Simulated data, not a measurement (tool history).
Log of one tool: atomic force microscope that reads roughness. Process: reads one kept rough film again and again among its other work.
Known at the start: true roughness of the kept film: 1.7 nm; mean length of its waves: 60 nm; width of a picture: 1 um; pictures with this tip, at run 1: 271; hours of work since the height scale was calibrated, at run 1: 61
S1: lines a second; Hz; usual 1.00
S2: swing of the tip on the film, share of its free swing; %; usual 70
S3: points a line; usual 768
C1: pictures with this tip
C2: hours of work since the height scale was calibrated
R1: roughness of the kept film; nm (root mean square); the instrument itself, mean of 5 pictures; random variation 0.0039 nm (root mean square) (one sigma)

{"run": 1, "hour": 0.0, "S1": 1.0, "S2": 70, "S3": 768, "C1": 271, "C2": 61, "R1": 1.535}
{"hour": 3.2, "done": "new tip fitted"}
{"run": 2, "hour": 7.1, "S1": 1.0, "S2": 70, "S3": 768, "C1": 4, "C2": 65, "R1": 1.558}
{"run": 3, "hour": 17.2, "S1": 1.06, "S2": 70, "S3": 768, "C1": 16, "C2": 71, "R1": 1.568}
{"run": 4, "hour": 30.3, "S1": 1.0, "S2": 63, "S3": 768, "C1": 31, "C2": 79, "R1": 1.598}
{"run": 5, "hour": 41.4, "S1": 1.0, "S2": 63, "S3": 768, "C1": 43, "C2": 86, "R1": 1.597}
{"run": 6, "hour": 53.4, "S1": 1.46, "S2": 70, "S3": 768, "C1": 57, "C2": 93, "R1": 1.525}
{"run": 7, "hour": 63.8, "S1": 1.46, "S2": 86, "S3": 768, "C1": 69, "C2": 100, "R1": 1.367}
{"run": 8, "hour": 73.0, "S1": 1.0, "S2": 70, "S3": 768, "C1": 79, "C2": 105, "R1": 1.564}
{"run": 9, "hour": 79.4, "S1": 1.75, "S2": 70, "S3": 768, "C1": 86, "C2": 109, "R1": 1.499}
{"run": 10, "hour": 90.6, "S1": 2.81, "S2": 70, "S3": 768, "C1": 99, "C2": 116, "R1": 1.405}
{"run": 11, "hour": 99.5, "S1": 2.81, "S2": 70, "S3": 768, "C1": 109, "C2": 121, "R1": 1.404}
{"run": 12, "hour": 110.8, "S1": 1.0, "S2": 70, "S3": 768, "C1": 122, "C2": 128, "R1": 1.557}
{"run": 13, "hour": 124.5, "S1": 1.0, "S2": 70, "S3": 768, "C1": 137, "C2": 137, "R1": 1.552}
{"run": 14, "hour": 130.5, "S1": 1.0, "S2": 70, "S3": 768, "C1": 144, "C2": 140, "R1": 1.557}
{"run": 15, "hour": 141.3, "S1": 1.0, "S2": 70, "S3": 768, "C1": 157, "C2": 147, "R1": 1.548}
{"run": 16, "hour": 154.1, "S1": 1.0, "S2": 70, "S3": 768, "C1": 171, "C2": 155, "R1": 1.548}
{"run": 17, "hour": 168.3, "S1": 1.3, "S2": 70, "S3": 768, "C1": 187, "C2": 163, "R1": 1.515}
{"run": 18, "hour": 179.7, "S1": 1.3, "S2": 70, "S3": 768, "C1": 200, "C2": 170, "R1": 1.523}
{"run": 19, "hour": 189.0, "S1": 1.3, "S2": 70, "S3": 768, "C1": 211, "C2": 176, "R1": 1.517}
{"run": 20, "hour": 200.4, "S1": 1.0, "S2": 70, "S3": 540, "C1": 224, "C2": 183, "R1": 1.548}
{"run": 21, "hour": 209.4, "S1": 2.86, "S2": 70, "S3": 768, "C1": 234, "C2": 188, "R1": 1.382}
{"run": 22, "hour": 221.1, "S1": 2.86, "S2": 70, "S3": 768, "C1": 247, "C2": 195, "R1": 1.388}
{"run": 23, "hour": 234.7, "S1": 2.86, "S2": 70, "S3": 768, "C1": 263, "C2": 204, "R1": 1.379}
{"run": 24, "hour": 244.2, "S1": 1.0, "S2": 70, "S3": 768, "C1": 273, "C2": 210, "R1": 1.54}
{"hour": 245.7, "done": "new tip fitted"}
{"run": 25, "hour": 256.6, "S1": 1.0, "S2": 70, "S3": 768, "C1": 13, "C2": 217, "R1": 1.567}
{"hour": 258.4, "done": "height scale calibrated on a step standard"}
{"run": 26, "hour": 267.5, "S1": 1.0, "S2": 89, "S3": 768, "C1": 24, "C2": 6, "R1": 1.428}
{"run": 27, "hour": 277.6, "S1": 1.0, "S2": 89, "S3": 768, "C1": 36, "C2": 12, "R1": 1.414}
{"run": 28, "hour": 291.9, "S1": 1.02, "S2": 79, "S3": 506, "C1": 52, "C2": 20, "R1": 1.489}
{"run": 29, "hour": 300.0, "S1": 2.75, "S2": 61, "S3": 321, "C1": 61, "C2": 25, "R1": 1.496}
{"run": 30, "hour": 309.7, "S1": 2.75, "S2": 61, "S3": 321, "C1": 72, "C2": 31, "R1": 1.5}
{"hour": 312.2, "done": "height scale calibrated on a step standard, once more"}
{"run": 31, "hour": 320.6, "S1": 0.92, "S2": 70, "S3": 1021, "C1": 83, "C2": 5, "R1": 1.578}
{"run": 32, "hour": 334.4, "S1": 1.0, "S2": 62, "S3": 664, "C1": 99, "C2": 13, "R1": 1.603}
{"run": 33, "hour": 340.9, "S1": 1.0, "S2": 62, "S3": 664, "C1": 106, "C2": 17, "R1": 1.608}
{"run": 34, "hour": 349.4, "S1": 1.0, "S2": 62, "S3": 664, "C1": 116, "C2": 23, "R1": 1.603}
{"run": 35, "hour": 359.9, "S1": 1.0, "S2": 81, "S3": 664, "C1": 128, "C2": 29, "R1": 1.492}
{"run": 36, "hour": 373.2, "S1": 1.37, "S2": 58, "S3": 430, "C1": 143, "C2": 37, "R1": 1.593}
{"run": 37, "hour": 380.2, "S1": 1.37, "S2": 89, "S3": 393, "C1": 151, "C2": 41, "R1": 1.342}
{"run": 38, "hour": 394.4, "S1": 0.6, "S2": 66, "S3": 393, "C1": 167, "C2": 50, "R1": 1.611}
{"run": 39, "hour": 408.7, "S1": 1.67, "S2": 70, "S3": 517, "C1": 183, "C2": 59, "R1": 1.497}
{"run": 40, "hour": 419.5, "S1": 1.67, "S2": 70, "S3": 517, "C1": 195, "C2": 65, "R1": 1.486}
{"run": 41, "hour": 433.3, "S1": 3.89, "S2": 55, "S3": 509, "C1": 211, "C2": 74, "R1": 1.504}
{"run": 42, "hour": 440.0, "S1": 0.51, "S2": 61, "S3": 1001, "C1": 219, "C2": 78, "R1": 1.621}
{"run": 43, "hour": 453.4, "S1": 3.79, "S2": 61, "S3": 1001, "C1": 234, "C2": 86, "R1": 1.442}
{"run": 44, "hour": 466.8, "S1": 1.3, "S2": 68, "S3": 588, "C1": 249, "C2": 94, "R1": 1.531}
{"run": 45, "hour": 480.7, "S1": 3.34, "S2": 68, "S3": 479, "C1": 265, "C2": 103, "R1": 1.377}
{"hour": 489.6, "done": "new tip fitted"}
{"run": 46, "hour": 493.5, "S1": 3.34, "S2": 68, "S3": 479, "C1": 5, "C2": 110, "R1": 1.408}
{"run": 47, "hour": 507.4, "S1": 2.33, "S2": 67, "S3": 471, "C1": 21, "C2": 119, "R1": 1.483}
{"run": 48, "hour": 515.7, "S1": 1.31, "S2": 67, "S3": 342, "C1": 30, "C2": 124, "R1": 1.553}
{"run": 49, "hour": 523.8, "S1": 0.85, "S2": 63, "S3": 279, "C1": 39, "C2": 129, "R1": 1.606}
{"run": 50, "hour": 536.2, "S1": 0.85, "S2": 63, "S3": 279, "C1": 53, "C2": 136, "R1": 1.614}
{"run": 51, "hour": 544.8, "S1": 0.79, "S2": 70, "S3": 277, "C1": 63, "C2": 142, "R1": 1.581}
{"run": 52, "hour": 556.3, "S1": 0.68, "S2": 69, "S3": 350, "C1": 76, "C2": 149, "R1": 1.595}

Forecast each of these 5 alternatives for the next run:
{"run": "A", "hour": 564.3, "S1": 2.24, "S2": 80, "S3": 872, "C1": 85, "C2": 153, "R1": "?"}
{"run": "B", "hour": 564.3, "S1": 1.72, "S2": 66, "S3": 589, "C1": 85, "C2": 153, "R1": "?"}
{"run": "C", "hour": 564.3, "S1": 3.27, "S2": 71, "S3": 350, "C1": 85, "C2": 153, "R1": "?"}
{"run": "D", "hour": 564.3, "S1": 3.69, "S2": 74, "S3": 394, "C1": 85, "C2": 153, "R1": "?"}
{"run": "E", "hour": 564.3, "S1": 1.2, "S2": 70, "S3": 768, "C1": 85, "C2": 153, "R1": "?"}

run=A R1=1.337
run=B R1=1.523
run=C R1=1.359
run=D R1=1.279
run=E R1=1.537
Without the tool's hidden state the same runs would have given:
run=A R1=1.347
run=B R1=1.534
run=C R1=1.369
run=D R1=1.288
run=E R1=1.549

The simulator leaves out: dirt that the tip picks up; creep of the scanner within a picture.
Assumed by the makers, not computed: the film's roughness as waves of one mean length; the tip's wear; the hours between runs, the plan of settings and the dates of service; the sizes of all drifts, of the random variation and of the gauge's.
